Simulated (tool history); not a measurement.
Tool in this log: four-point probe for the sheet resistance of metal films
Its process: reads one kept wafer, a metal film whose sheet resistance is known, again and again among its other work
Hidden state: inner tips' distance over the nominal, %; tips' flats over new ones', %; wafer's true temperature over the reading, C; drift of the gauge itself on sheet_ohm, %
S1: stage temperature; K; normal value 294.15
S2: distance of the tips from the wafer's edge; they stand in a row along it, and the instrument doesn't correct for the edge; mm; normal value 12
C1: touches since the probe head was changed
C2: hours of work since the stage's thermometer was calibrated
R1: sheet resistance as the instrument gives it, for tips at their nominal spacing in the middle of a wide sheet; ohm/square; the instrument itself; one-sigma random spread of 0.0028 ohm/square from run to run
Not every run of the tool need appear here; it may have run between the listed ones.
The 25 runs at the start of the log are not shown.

{"run": 26, "hour": 636.9, "S1": 306.15, "S2": 35, "C1": 88033, "C2": 691, "R1": 13.574439}
{"run": 27, "hour": 661.0, "S1": 299.15, "S2": 4, "C1": 89119, "C2": 705, "R1": 14.153262}
{"run": 28, "hour": 690.4, "S1": 294.15, "S2": 64, "C1": 90444, "C2": 723, "R1": 13.818255}
{"run": 29, "hour": 723.2, "S1": 294.15, "S2": 58, "C1": 91921, "C2": 742, "R1": 13.820408}
{"run": 30, "hour": 755.3, "S1": 299.15, "S2": 30, "C1": 93367, "C2": 761, "R1": 13.716221}
{"run": 31, "hour": 793.3, "S1": 299.15, "S2": 30, "C1": 95077, "C2": 784, "R1": 13.713695}
{"hour": 796.3, "done": "stage's thermometer calibrated"}
{"run": 32, "hour": 828.1, "S1": 292.15, "S2": 3, "C1": 96622, "C2": 19, "R1": 14.637808}
{"run": 33, "hour": 853.5, "S1": 294.15, "S2": 8, "C1": 97765, "C2": 34, "R1": 13.930891}
{"run": 34, "hour": 871.6, "S1": 301.15, "S2": 8, "C1": 98582, "C2": 45, "R1": 13.775622}
{"hour": 900.1, "done": "stage's thermometer calibrated, once more"}
{"run": 35, "hour": 910.4, "S1": 305.15, "S2": 35, "C1": 100308, "C2": 6, "R1": 13.579669}
{"run": 36, "hour": 935.1, "S1": 305.15, "S2": 6, "C1": 101420, "C2": 21, "R1": 13.771178}
{"run": 37, "hour": 964.8, "S1": 295.15, "S2": 12, "C1": 102754, "C2": 38, "R1": 13.831886}
{"run": 38, "hour": 980.6, "S1": 292.15, "S2": 11, "C1": 103466, "C2": 48, "R1": 13.90694}
{"run": 39, "hour": 1000.5, "S1": 296.15, "S2": 5, "C1": 104364, "C2": 60, "R1": 14.04754}
{"run": 40, "hour": 1022.9, "S1": 295.15, "S2": 5, "C1": 105373, "C2": 73, "R1": 14.068993}
{"run": 41, "hour": 1044.2, "S1": 304.15, "S2": 4, "C1": 106334, "C2": 86, "R1": 14.030356}
{"run": 42, "hour": 1061.9, "S1": 305.15, "S2": 48, "C1": 107129, "C2": 96, "R1": 13.566694}
{"run": 43, "hour": 1090.4, "S1": 299.15, "S2": 25, "C1": 108412, "C2": 113, "R1": 13.698886}
{"run": 44, "hour": 1111.2, "S1": 294.15, "S2": 25, "C1": 109351, "C2": 126, "R1": 13.811255}

Branching from run 44: 4 alternative next runs. What would each branch give?
{"run": "A", "hour": 1141.7, "S1": 304.15, "S2": 16, "C1": 110722, "C2": 144, "R1": "?"}
{"run": "B", "hour": 1141.7, "S1": 294.15, "S2": 49, "C1": 110722, "C2": 144, "R1": "?"}
{"run": "C", "hour": 1141.7, "S1": 301.15, "S2": 10, "C1": 110722, "C2": 144, "R1": "?"}
{"run": "D", "hour": 1141.7, "S1": 295.15, "S2": 12, "C1": 110722, "C2": 144, "R1": "?"}

run=A R1=13.612411
run=B R1=13.794915
run=C R1=13.721397
run=D R1=13.82651
Without the tool's hidden state the same runs would have given:
run=A R1=13.72633
run=B R1=13.910278
run=C R1=13.83617
run=D R1=13.942115
